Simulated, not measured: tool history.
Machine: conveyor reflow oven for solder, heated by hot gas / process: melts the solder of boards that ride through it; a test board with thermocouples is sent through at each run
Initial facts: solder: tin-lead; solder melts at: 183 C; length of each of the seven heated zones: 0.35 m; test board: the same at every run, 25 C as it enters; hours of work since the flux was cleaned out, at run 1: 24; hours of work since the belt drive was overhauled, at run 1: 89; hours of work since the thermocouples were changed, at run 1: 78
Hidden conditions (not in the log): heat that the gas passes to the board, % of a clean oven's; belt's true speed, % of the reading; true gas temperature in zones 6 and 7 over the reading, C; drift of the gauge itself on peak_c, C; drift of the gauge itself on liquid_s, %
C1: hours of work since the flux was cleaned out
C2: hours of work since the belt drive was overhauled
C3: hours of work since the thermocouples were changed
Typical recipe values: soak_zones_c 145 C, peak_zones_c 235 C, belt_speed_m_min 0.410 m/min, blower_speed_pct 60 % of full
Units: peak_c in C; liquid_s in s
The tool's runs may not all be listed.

{"run": 1, "hour": 0.0, "soak_zones_c": 145, "peak_zones_c": 235, "belt_speed_m_min": 0.41, "blower_speed_pct": 60, "C1": 24, "C2": 89, "C3": 78, "peak_c": 213.6, "liquid_s": 74.6}
{"run": 2, "hour": 8.8, "soak_zones_c": 145, "peak_zones_c": 235, "belt_speed_m_min": 0.41, "blower_speed_pct": 60, "C1": 30, "C2": 96, "C3": 85, "peak_c": 213.4, "liquid_s": 74.1}
{"run": 3, "hour": 17.6, "soak_zones_c": 145, "peak_zones_c": 235, "belt_speed_m_min": 0.41, "blower_speed_pct": 60, "C1": 37, "C2": 102, "C3": 92, "peak_c": 213.6, "liquid_s": 74.2}
{"run": 4, "hour": 25.6, "soak_zones_c": 145, "peak_zones_c": 235, "belt_speed_m_min": 0.41, "blower_speed_pct": 54, "C1": 44, "C2": 109, "C3": 98, "peak_c": 210.8, "liquid_s": 70.3}
{"run": 5, "hour": 31.0, "soak_zones_c": 145, "peak_zones_c": 235, "belt_speed_m_min": 0.41, "blower_speed_pct": 60, "C1": 48, "C2": 113, "C3": 103, "peak_c": 213.4, "liquid_s": 74.1}
{"run": 6, "hour": 35.0, "soak_zones_c": 145, "peak_zones_c": 235, "belt_speed_m_min": 0.486, "blower_speed_pct": 60, "C1": 51, "C2": 116, "C3": 106, "peak_c": 206.8, "liquid_s": 53.3}
{"run": 7, "hour": 42.5, "soak_zones_c": 145, "peak_zones_c": 235, "belt_speed_m_min": 0.486, "blower_speed_pct": 60, "C1": 57, "C2": 122, "C3": 111, "peak_c": 206.6, "liquid_s": 53.5}
{"run": 8, "hour": 50.9, "soak_zones_c": 145, "peak_zones_c": 235, "belt_speed_m_min": 0.359, "blower_speed_pct": 60, "C1": 63, "C2": 128, "C3": 118, "peak_c": 217.6, "liquid_s": 92.0}
{"run": 9, "hour": 54.7, "soak_zones_c": 145, "peak_zones_c": 232, "belt_speed_m_min": 0.41, "blower_speed_pct": 60, "C1": 66, "C2": 131, "C3": 121, "peak_c": 210.5, "liquid_s": 71.2}
{"run": 10, "hour": 61.7, "soak_zones_c": 145, "peak_zones_c": 232, "belt_speed_m_min": 0.41, "blower_speed_pct": 60, "C1": 72, "C2": 137, "C3": 127, "peak_c": 210.5, "liquid_s": 71.5}
{"run": 11, "hour": 67.6, "soak_zones_c": 145, "peak_zones_c": 232, "belt_speed_m_min": 0.41, "blower_speed_pct": 60, "C1": 76, "C2": 142, "C3": 131, "peak_c": 210.8, "liquid_s": 70.9}
{"run": 12, "hour": 73.8, "soak_zones_c": 145, "peak_zones_c": 232, "belt_speed_m_min": 0.41, "blower_speed_pct": 60, "C1": 81, "C2": 146, "C3": 136, "peak_c": 210.7, "liquid_s": 71.2}
{"run": 13, "hour": 78.1, "soak_zones_c": 145, "peak_zones_c": 232, "belt_speed_m_min": 0.41, "blower_speed_pct": 60, "C1": 85, "C2": 150, "C3": 139, "peak_c": 210.5, "liquid_s": 71.2}
{"run": 14, "hour": 86.5, "soak_zones_c": 156, "peak_zones_c": 245, "belt_speed_m_min": 0.334, "blower_speed_pct": 60, "C1": 91, "C2": 156, "C3": 146, "peak_c": 230.3, "liquid_s": 120.5}
{"run": 15, "hour": 95.0, "soak_zones_c": 146, "peak_zones_c": 246, "belt_speed_m_min": 0.427, "blower_speed_pct": 60, "C1": 98, "C2": 163, "C3": 153, "peak_c": 220.6, "liquid_s": 79.1}

Here are 5 independent what-if runs from the current tool condition. What would each one return?
{"run": "A", "hour": 99.7, "soak_zones_c": 150, "peak_zones_c": 246, "belt_speed_m_min": 0.453, "blower_speed_pct": 85, "C1": 102, "C2": 167, "C3": 156, "peak_c": "?", "liquid_s": "?"}
{"run": "B", "hour": 99.7, "soak_zones_c": 145, "peak_zones_c": 235, "belt_speed_m_min": 0.48, "blower_speed_pct": 64, "C1": 102, "C2": 167, "C3": 156, "peak_c": "?", "liquid_s": "?"}
{"run": "C", "hour": 99.7, "soak_zones_c": 131, "peak_zones_c": 250, "belt_speed_m_min": 0.41, "blower_speed_pct": 60, "C1": 102, "C2": 167, "C3": 156, "peak_c": "?", "liquid_s": "?"}
{"run": "D", "hour": 99.7, "soak_zones_c": 135, "peak_zones_c": 235, "belt_speed_m_min": 0.41, "blower_speed_pct": 60, "C1": 102, "C2": 167, "C3": 156, "peak_c": "?", "liquid_s": "?"}
{"run": "E", "hour": 99.7, "soak_zones_c": 152, "peak_zones_c": 228, "belt_speed_m_min": 0.427, "blower_speed_pct": 51, "C1": 102, "C2": 167, "C3": 156, "peak_c": "?", "liquid_s": "?"}

run=A peak_c=228.1 liquid_s=83.5
run=B peak_c=208.6 liquid_s=56.9
run=C peak_c=221.8 liquid_s=76.8
run=D peak_c=210.8 liquid_s=65.9
run=E peak_c=204.2 liquid_s=59.8
Take away the tool's hidden state, keep each run's random variation, and the runs would have read:
run=A peak_c=229.3 liquid_s=84.2
run=B peak_c=209.7 liquid_s=58.3
run=C peak_c=223.0 liquid_s=77.8
run=D peak_c=211.9 liquid_s=67.2
run=E peak_c=205.1 liquid_s=61.3
